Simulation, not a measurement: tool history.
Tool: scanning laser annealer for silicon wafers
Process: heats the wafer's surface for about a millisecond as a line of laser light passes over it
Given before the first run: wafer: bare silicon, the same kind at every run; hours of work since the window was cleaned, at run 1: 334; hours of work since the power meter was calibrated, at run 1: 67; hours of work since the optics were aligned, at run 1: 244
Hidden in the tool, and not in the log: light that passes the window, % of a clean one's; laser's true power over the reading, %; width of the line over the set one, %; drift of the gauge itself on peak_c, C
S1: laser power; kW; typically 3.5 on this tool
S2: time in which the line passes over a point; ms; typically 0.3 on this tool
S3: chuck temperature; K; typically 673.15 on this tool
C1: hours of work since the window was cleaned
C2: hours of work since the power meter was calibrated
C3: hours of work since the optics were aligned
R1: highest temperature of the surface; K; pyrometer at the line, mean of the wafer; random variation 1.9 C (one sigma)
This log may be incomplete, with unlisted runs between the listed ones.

run	hour	S1	S2	S3	C1	C2	C3	R1
1	0	3.5	0.3	673.15	334	67	244	1379.15
2	4.7	3.513	0.3	673.15	338	70	247	1382.15
3	14.9	3.5	0.3	673.15	344	77	254	1377.15
4	23.8	3.5	0.3	673.15	350	82	260	1378.15
5	29.4	3.5	0.3	673.15	354	86	264	1374.15
6	39.4	3.5	0.265	673.15	361	93	270	1336.15
7	44.2	3.5	0.265	673.15	364	96	273	1331.15
8	51.1	3.5	0.3	647.15	368	101	278	1349.15
9	60.3	3.5	0.226	673.15	375	107	284	1284.15
10	65	3.5	0.226	673.15	378	110	287	1284.15
11	75.8	3.192	0.226	673.15	385	117	294	1215.15
12	86.2	3.192	0.226	673.15	392	124	301	1215.15
13	90.9	3.192	0.226	673.15	395	127	304	1213.15
14	98.9	3.192	0.226	673.15	400	132	310	1215.15
15	106.8	3.192	0.226	673.15	405	138	315	1211.15
# hour 109.7: window over the wafer cleaned
16	113.8	3.192	0.226	673.15	3	141	318	1211.15
17	118.9	3.192	0.35	673.15	6	144	322	1338.15
18	130.3	3.5	0.3	673.15	14	152	329	1369.15
19	135.5	3.5	0.3	673.15	17	155	333	1368.15
# hour 144.5: window over the wafer cleaned, once more
20	144.5	3.5	0.3	673.15	0	160	337	1378.15
21	154.7	3.82	0.3	673.15	7	167	344	1465.15
22	162.6	3.087	0.3	673.15	12	172	349	1271.15
23	168.3	3.574	0.306	673.15	16	176	353	1404.15
24	175.6	3.249	0.283	687.15	21	181	358	1311.15
25	187.2	3.216	0.227	668.15	28	188	366	1221.15
26	194.5	3.216	0.227	668.15	33	193	371	1212.15
27	200.3	3.216	0.227	668.15	37	197	374	1216.15
28	208.8	3.5	0.217	689.15	43	203	380	1290.15
29	220.1	3.5	0.3	641.15	50	210	388	1344.15
30	230.8	3.681	0.289	700.15	57	217	395	1438.15
31	238.3	3.246	0.22	642.15	62	222	400	1188.15
32	249.8	3.786	0.231	660.15	70	230	407	1342.15
33	260.7	3.78	0.3	655.15	77	237	415	1433.15
34	272.2	3.808	0.312	647.15	85	245	422	1448.15
35	278.6	3.808	0.312	647.15	89	249	427	1444.15
36	284.4	3.5	0.3	635.15	93	253	430	1337.15
37	295.9	3.65	0.283	661.15	101	261	438	1378.15
38	303.3	3.724	0.3	673.15	106	266	443	1433.15
39	310	3.8	0.285	709.15	110	270	447	1471.15
40	317.1	3.082	0.3	686.15	115	275	452	1277.15

Consider 5 possible next runs. They are alternatives, not a sequence: every one starts from the tool as it was left by run 40. What does each give?
A	322.9	3.068	0.333	704.15	119	279	456	?
B	322.9	3.651	0.26	707.15	119	279	456	?
C	322.9	3.5	0.3	647.15	119	279	456	?
D	322.9	3.5	0.226	673.15	119	279	456	?
E	322.9	3.801	0.28	673.15	119	279	456	?

run	R1
A	1324.15
B	1395.15
C	1345.15
D	1282.15
E	1428.15
Stripped of hidden state, with their random variation kept, the same runs would have yielded:
run	R1
A	1343.15
B	1417.15
C	1367.15
D	1301.15
E	1452.15
